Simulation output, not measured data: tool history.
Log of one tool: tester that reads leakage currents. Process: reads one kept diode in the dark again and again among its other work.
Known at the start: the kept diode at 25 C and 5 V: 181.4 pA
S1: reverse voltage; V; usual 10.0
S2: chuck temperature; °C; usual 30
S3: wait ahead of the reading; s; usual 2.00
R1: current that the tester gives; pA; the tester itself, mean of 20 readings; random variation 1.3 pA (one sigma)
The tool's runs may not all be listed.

Run 1, day 0.000: usual settings. Result: R1 435.80 pA.
Run 2, day 1.325: usual settings but S2 20 °C. Result: R1 179.81 pA.
Run 3, day 2.458: usual settings but S3 0.38 s. Result: R1 444.94 pA.
Run 4, day 4.229: usual settings but S2 29 °C. Result: R1 406.23 pA.
Run 5, day 5.912: usual settings but S2 29 °C, S3 7.37 s. Result: R1 406.06 pA.
Run 6, day 7.042: usual settings. Result: R1 442.08 pA.
Run 7, day 8.629: usual settings but S1 1.1 V. Result: R1 128.10 pA.
Run 8, day 10.354: usual settings but S1 1.2 V. Result: R1 133.18 pA.
Run 9, day 11.225: usual settings but S1 1.2 V. Result: R1 134.32 pA.
Run 10, day 12.638: usual settings but S1 1.2 V. Result: R1 134.32 pA.
Run 11, day 14.300: usual settings. Result: R1 446.49 pA.
Run 12, day 15.204: usual settings. Result: R1 445.24 pA.
Run 13, day 16.858: usual settings. Result: R1 445.60 pA.
Run 14, day 17.633: usual settings. Result: R1 446.50 pA.
Run 15, day 19.012: usual settings. Result: R1 445.16 pA.
Run 16, day 19.825: usual settings. Result: R1 444.40 pA.
Run 17, day 21.542: usual settings. Result: R1 444.61 pA.
Run 18, day 22.825: usual settings. Result: R1 447.50 pA.
Run 19, day 23.779: usual settings. Result: R1 446.84 pA.
Run 20, day 24.946: usual settings but S2 32 °C. Result: R1 533.89 pA.
Run 21, day 26.729: usual settings but S1 7.7 V, S2 52 °C. Result: R1 2328.21 pA.
Run 22, day 27.658: usual settings but S1 12.2 V, S2 31 °C, S3 3.19 s. Result: R1 550.32 pA.
Run 23, day 28.579: usual settings but S3 4.25 s. Result: R1 447.04 pA.
Run 24, day 29.383: usual settings but S1 15.6 V, S2 28 °C, S3 3.71 s. Result: R1 483.25 pA.
Run 25, day 30.196: usual settings but S1 15.6 V, S2 28 °C, S3 3.71 s. Result: R1 484.98 pA.
Run 26, day 31.188: usual settings but S1 15.6 V, S2 37 °C, S3 2.37 s. Result: R1 1052.30 pA.
Run 27, day 32.133: usual settings but S2 40 °C, S3 0.42 s. Result: R1 1057.50 pA.
Run 28, day 32.979: usual settings but S2 36 °C, S3 0.64 s. Result: R1 751.63 pA.
Run 29, day 34.129: usual settings but S1 3.6 V, S2 32 °C, S3 0.64 s. Result: R1 302.94 pA.
Run 30, day 35.654: usual settings but S1 6.7 V, S3 8.16 s. Result: R1 360.63 pA.
Run 31, day 37.321: usual settings but S1 16.7 V, S2 47 °C, S3 6.43 s. Result: R1 2456.86 pA.
Run 32, day 38.125: usual settings but S1 16.7 V, S2 47 °C, S3 6.43 s. Result: R1 2460.72 pA.
Run 33, day 39.275: usual settings but S1 1.3 V, S2 59 °C, S3 2.10 s. Result: R1 1442.47 pA.
Run 34, day 40.204: usual settings but S1 1.3 V, S2 59 °C, S3 2.10 s. Result: R1 1445.14 pA.
Run 35, day 41.396: usual settings but S1 11.4 V, S2 59 °C, S3 0.54 s. Result: R1 4964.67 pA.
Run 36, day 42.779: usual settings but S1 3.1 V, S2 36 °C. Result: R1 391.86 pA.
Run 37, day 43.967: usual settings but S2 54 °C. Result: R1 3178.06 pA.
Run 38, day 44.925: usual settings but S1 1.6 V, S2 20 °C, S3 1.25 s. Result: R1 65.77 pA.
Run 39, day 45.871: usual settings but S1 7.6 V, S2 26 °C, S3 1.15 s. Result: R1 274.35 pA.

The next listed run, before its measurement:
Run 40, day 46.817: usual settings but S1 7.6 V, S2 26 °C, S3 1.15 s. Result: R1 ?.

Run 40 gave R1 273.44 pA.
Without the tool's hidden state the same run would have given R1 251.64 pA.

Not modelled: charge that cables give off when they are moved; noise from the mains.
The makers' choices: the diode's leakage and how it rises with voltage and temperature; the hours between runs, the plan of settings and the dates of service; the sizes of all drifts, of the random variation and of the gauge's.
